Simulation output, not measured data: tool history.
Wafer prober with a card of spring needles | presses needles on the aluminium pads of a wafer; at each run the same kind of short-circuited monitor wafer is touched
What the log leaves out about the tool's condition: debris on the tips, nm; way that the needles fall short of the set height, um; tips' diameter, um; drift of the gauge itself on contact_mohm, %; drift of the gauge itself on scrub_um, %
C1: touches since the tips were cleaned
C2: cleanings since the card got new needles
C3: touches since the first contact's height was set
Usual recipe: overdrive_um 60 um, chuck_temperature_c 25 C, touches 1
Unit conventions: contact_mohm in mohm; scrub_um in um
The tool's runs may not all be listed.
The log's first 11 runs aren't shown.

At day 6.575: tips cleaned on abrasive film.
Run 12, day 6.812: usual settings but overdrive_um 76 um; C1 2017; C2 34; C3 45256. Result: contact_mohm 195 mohm, scrub_um 17.36 um.
At day 7.4: tips cleaned on abrasive film.
Run 13, day 7.525: usual settings but overdrive_um 76 um; C1 1088; C2 35; C3 51282. Result: contact_mohm 191 mohm, scrub_um 17.34 um.
Run 14, day 8.104: usual settings but overdrive_um 76 um; C1 6008; C2 35; C3 56202. Result: contact_mohm 193 mohm, scrub_um 17.48 um.
At day 8.221: tips cleaned on abrasive film.
Run 15, day 8.888: usual settings; C1 5682; C2 36; C3 62840. Result: contact_mohm 196 mohm, scrub_um 13.78 um.
At day 9.012: tips cleaned on abrasive film.
Run 16, day 9.712: usual settings but chuck_temperature_c 94 C; C1 5941; C2 37; C3 69801. Result: contact_mohm 211 mohm, scrub_um 13.78 um.
At day 9.85: tips cleaned on abrasive film.
Run 17, day 10.467: usual settings but chuck_temperature_c 94 C; C1 5271; C2 38; C3 76201. Result: contact_mohm 212 mohm, scrub_um 13.8 um.
At day 10.65: tips cleaned on abrasive film.
Run 18, day 11.079: usual settings but chuck_temperature_c 33 C, touches 3; C1 3650; C2 39; C3 81362. Result: contact_mohm 196 mohm, scrub_um 13.84 um.
At day 11.454: tips cleaned on abrasive film.
Run 19, day 11.825: usual settings but overdrive_um 45 um, touches 3; C1 3163; C2 40; C3 87671. Result: contact_mohm 202 mohm, scrub_um 10.36 um.
At day 12.25: tips cleaned on abrasive film.
Run 20, day 12.604: usual settings but chuck_temperature_c 37 C, touches 2; C1 3003; C2 41; C3 94260. Result: contact_mohm 198 mohm, scrub_um 13.83 um.
Run 21, day 12.996: usual settings but overdrive_um 50 um, touches 3; C1 6319; C2 41; C3 97576. Result: contact_mohm 200 mohm, scrub_um 11.5 um.
At day 13.05: tips cleaned on abrasive film.
Run 22, day 13.75: usual settings but overdrive_um 50 um, touches 3; C1 5948; C2 42; C3 103968. Result: contact_mohm 203 mohm, scrub_um 11.55 um.
At day 13.862: tips cleaned on abrasive film.
Run 23, day 14.438: usual settings but overdrive_um 49 um, chuck_temperature_c 63 C, touches 2; C1 4868; C2 43; C3 109774. Result: contact_mohm 208 mohm, scrub_um 11.34 um.
At day 14.688: tips cleaned on abrasive film.
At day 14.742: gauge calibrated.
Run 24, day 15.096: usual settings but overdrive_um 74 um, chuck_temperature_c 88 C; C1 3461; C2 44; C3 115340. Result: contact_mohm 207 mohm, scrub_um 16.74 um.
At day 15.488: tips cleaned on abrasive film.
Run 25, day 15.488: usual settings but overdrive_um 74 um, chuck_temperature_c 88 C; C1 0; C2 45; C3 118638. Result: contact_mohm 208 mohm, scrub_um 16.72 um.
Run 26, day 15.925: usual settings but overdrive_um 74 um, chuck_temperature_c 88 C; C1 3742; C2 45; C3 122380. Result: contact_mohm 202 mohm, scrub_um 16.74 um.
At day 16.317: tips cleaned on abrasive film.
Run 27, day 16.517: usual settings but chuck_temperature_c 37 C; C1 1709; C2 46; C3 127362. Result: contact_mohm 196 mohm, scrub_um 13.6 um.
At day 17.117: tips cleaned on abrasive film.
Run 28, day 17.262: usual settings but chuck_temperature_c 59 C, touches 3; C1 1241; C2 47; C3 133656. Result: contact_mohm 209 mohm, scrub_um 13.62 um.
At day 17.946: tips cleaned on abrasive film.
Run 29, day 17.971: usual settings but overdrive_um 40 um, chuck_temperature_c 39 C; C1 192; C2 48; C3 139643. Result: contact_mohm 203 mohm, scrub_um 9.06 um.
Run 30, day 18.454: usual settings but overdrive_um 40 um, chuck_temperature_c 39 C; C1 4301; C2 48; C3 143752. Result: contact_mohm 211 mohm, scrub_um 9.09 um.
At day 18.746: tips cleaned on abrasive film.
Run 31, day 18.788: usual settings but overdrive_um 51 um, chuck_temperature_c 60 C; C1 355; C2 49; C3 146572. Result: contact_mohm 207 mohm, scrub_um 11.62 um.
At day 19.579: tips cleaned on abrasive film.
Run 32, day 19.604: usual settings but overdrive_um 57 um, chuck_temperature_c 85 C; C1 195; C2 50; C3 153467. Result: contact_mohm 214 mohm, scrub_um 13 um.
Run 33, day 20.196: usual settings but overdrive_um 59 um; C1 5229; C2 50; C3 158501. Result: contact_mohm 195 mohm, scrub_um 13.46 um.

4 ways to go on from here, each from the tool as it stands after run 33. What would each give?
At day 20.412: tips cleaned on abrasive film.
Run A, day 20.55: usual settings but overdrive_um 68 um, chuck_temperature_c 116 C; C1 1158; C2 51; C3 161475. Result: contact_mohm ?, scrub_um ?.
At day 20.412: tips cleaned on abrasive film.
Run B, day 20.55: usual settings but overdrive_um 62 um, touches 3; C1 1158; C2 51; C3 161475. Result: contact_mohm ?, scrub_um ?.
At day 20.412: tips cleaned on abrasive film.
Run C, day 20.55: usual settings but overdrive_um 72 um, chuck_temperature_c 109 C; C1 1158; C2 51; C3 161475. Result: contact_mohm ?, scrub_um ?.
At day 20.412: tips cleaned on abrasive film.
Run D, day 20.55: usual settings but overdrive_um 49 um, touches 2; C1 1158; C2 51; C3 161475. Result: contact_mohm ?, scrub_um ?.

run  contact_mohm  scrub_um
  A           215     15.51
  B           194     14.16
  C           214     16.44
  D           196     11.17
Had the tool no hidden state, the same runs would have come out as:
run  contact_mohm  scrub_um
  A           215     15.36
  B           194     14.03
  C           214     16.28
  D           196     11.06
